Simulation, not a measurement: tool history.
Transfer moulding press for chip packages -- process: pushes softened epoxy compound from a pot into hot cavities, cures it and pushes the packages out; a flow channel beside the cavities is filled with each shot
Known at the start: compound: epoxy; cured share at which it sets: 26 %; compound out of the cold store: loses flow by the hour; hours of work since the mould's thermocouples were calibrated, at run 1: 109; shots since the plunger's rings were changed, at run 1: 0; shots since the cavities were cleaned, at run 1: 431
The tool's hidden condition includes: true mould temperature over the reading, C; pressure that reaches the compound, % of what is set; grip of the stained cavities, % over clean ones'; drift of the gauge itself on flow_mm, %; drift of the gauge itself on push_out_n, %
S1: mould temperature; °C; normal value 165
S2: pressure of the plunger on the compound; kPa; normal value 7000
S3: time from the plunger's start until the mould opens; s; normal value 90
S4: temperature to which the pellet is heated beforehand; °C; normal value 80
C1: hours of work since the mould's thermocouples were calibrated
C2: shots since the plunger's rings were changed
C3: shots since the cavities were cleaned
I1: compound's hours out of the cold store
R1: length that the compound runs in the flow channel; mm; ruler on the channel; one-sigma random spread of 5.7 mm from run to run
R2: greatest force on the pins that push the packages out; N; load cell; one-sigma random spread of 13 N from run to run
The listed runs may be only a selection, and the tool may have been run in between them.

Run 1, hour 0: usual settings; C1 109; C2 0; C3 431; I1 27.3. Result: R1 591 mm, R2 635 N.
At hour 2: cavities cleaned with cleaning compound and waxed.
Run 2, hour 6.2: usual settings; C1 111; C2 36; C3 32; I1 26.7. Result: R1 613 mm, R2 615 N.
Run 3, hour 11.9: usual settings; C1 113; C2 79; C3 75; I1 14.4. Result: R1 631 mm, R2 661 N.
Run 4, hour 19.7: usual settings but S3 117 s; C1 116; C2 139; C3 135; I1 37.3. Result: R1 571 mm, R2 351 N.
Run 5, hour 23.5: usual settings but S3 117 s; C1 118; C2 169; C3 165; I1 33.7. Result: R1 579 mm, R2 366 N.
Run 6, hour 29.9: usual settings but S3 117 s; C1 120; C2 217; C3 213; I1 16.2. Result: R1 630 mm, R2 376 N.
Run 7, hour 35.6: usual settings but S3 117 s; C1 123; C2 261; C3 257; I1 14.8. Result: R1 639 mm, R2 382 N.
Run 8, hour 43.9: usual settings but S3 117 s; C1 126; C2 324; C3 320; I1 33.7. Result: R1 584 mm, R2 387 N.
Run 9, hour 52.8: usual settings but S3 117 s; C1 130; C2 393; C3 389; I1 35.7. Result: R1 582 mm, R2 368 N.
At hour 60.5: cavities cleaned with cleaning compound and waxed.
Run 10, hour 63.4: usual settings but S3 88 s; C1 133; C2 462; C3 22; I1 20.8. Result: R1 612 mm, R2 691 N.
Run 11, hour 72: usual settings but S3 88 s; C1 137; C2 528; C3 88; I1 43.6. Result: R1 571 mm, R2 610 N.
Run 12, hour 78.9: usual settings but S3 88 s; C1 139; C2 581; C3 141; I1 13.5. Result: R1 640 mm, R2 682 N.
Run 13, hour 87.5: usual settings but S3 88 s; C1 143; C2 646; C3 206; I1 30.7. Result: R1 588 mm, R2 671 N.
Run 14, hour 96.5: usual settings but S4 81 °C; C1 146; C2 716; C3 276; I1 33.7. Result: R1 571 mm, R2 602 N.
Run 15, hour 102.9: usual settings but S4 81 °C; C1 149; C2 765; C3 325; I1 22.1. Result: R1 608 mm, R2 635 N.
Run 16, hour 107.6: usual settings but S1 159 °C; C1 151; C2 800; C3 360; I1 36. Result: R1 592 mm, R2 947 N.
Run 17, hour 111.6: usual settings but S1 160 °C, S2 8380 kPa, S3 116 s, S4 84 °C; C1 153; C2 832; C3 392; I1 48. Result: R1 606 mm, R2 478 N.
At hour 119.5: cavities cleaned with cleaning compound and waxed.
Run 18, hour 121.1: usual settings but S1 160 °C, S2 8220 kPa, S3 92 s, S4 85 °C; C1 156; C2 892; C3 12; I1 33.1. Result: R1 650 mm, R2 820 N.
Run 19, hour 129.1: usual settings but S1 159 °C, S2 7820 kPa, S3 95 s, S4 89 °C; C1 159; C2 954; C3 74; I1 29.6. Result: R1 643 mm, R2 801 N.
Run 20, hour 135.7: usual settings but S4 86 °C; C1 162; C2 1004; C3 124; I1 28.5. Result: R1 590 mm, R2 592 N.
Run 21, hour 142.6: usual settings but S4 86 °C; C1 164; C2 1057; C3 177; I1 14.1. Result: R1 641 mm, R2 619 N.
Run 22, hour 148.6: usual settings but S1 166 °C, S2 5720 kPa, S4 86 °C; C1 167; C2 1103; C3 223; I1 25.6. Result: R1 555 mm, R2 556 N.
Run 23, hour 154.6: usual settings but S1 158 °C, S2 7340 kPa; C1 169; C2 1149; C3 269; I1 32.3. Result: R1 629 mm, R2 1064 N.
Run 24, hour 161.8: usual settings but S1 161 °C, S2 5800 kPa; C1 172; C2 1204; C3 324; I1 42.4. Result: R1 520 mm, R2 825 N.
Run 25, hour 167: usual settings but S1 161 °C, S2 5800 kPa, S3 74 s, S4 73 °C; C1 174; C2 1244; C3 364; I1 35.8. Result: R1 548 mm, R2 1247 N.
Run 26, hour 172.5: usual settings but S1 163 °C, S2 7320 kPa, S3 76 s; C1 176; C2 1286; C3 406; I1 44.5. Result: R1 579 mm, R2 1016 N.
At hour 178: cavities cleaned with cleaning compound and waxed.
Run 27, hour 178.1: usual settings but S1 163 °C, S2 7320 kPa, S3 76 s; C1 178; C2 1317; C3 0; I1 10.1. Result: R1 679 mm, R2 1186 N.

Forecast each of these 5 alternatives for the next run:
Run A, hour 183.5: usual settings but S1 171 °C, S2 7320 kPa, S3 76 s, S4 78 °C; C1 180; C2 1359; C3 42; I1 23.3. Result: R1 ?, R2 ?.
Run B, hour 183.5: usual settings but S2 7870 kPa, S3 79 s, S4 78 °C; C1 180; C2 1359; C3 42; I1 26.9. Result: R1 ?, R2 ?.
Run C, hour 183.5: usual settings but S1 162 °C, S3 76 s; C1 180; C2 1359; C3 42; I1 33.8. Result: R1 ?, R2 ?.
Run D, hour 183.5: usual settings but S1 167 °C, S2 7320 kPa, S3 99 s; C1 180; C2 1359; C3 42; I1 40. Result: R1 ?, R2 ?.
Run E, hour 183.5: usual settings but S1 166 °C, S2 7320 kPa, S3 126 s, S4 72 °C; C1 180; C2 1359; C3 42; I1 21.9. Result: R1 ?, R2 ?.

run   R1    R2
  A  603   604
  B  643   905
  C  591  1115
  D  572   406
  E  626   337
Without the tool's unlogged condition, the same runs would have read:
run   R1    R2
  A  603   604
  B  643   904
  C  592  1115
  D  573   406
  E  627   337

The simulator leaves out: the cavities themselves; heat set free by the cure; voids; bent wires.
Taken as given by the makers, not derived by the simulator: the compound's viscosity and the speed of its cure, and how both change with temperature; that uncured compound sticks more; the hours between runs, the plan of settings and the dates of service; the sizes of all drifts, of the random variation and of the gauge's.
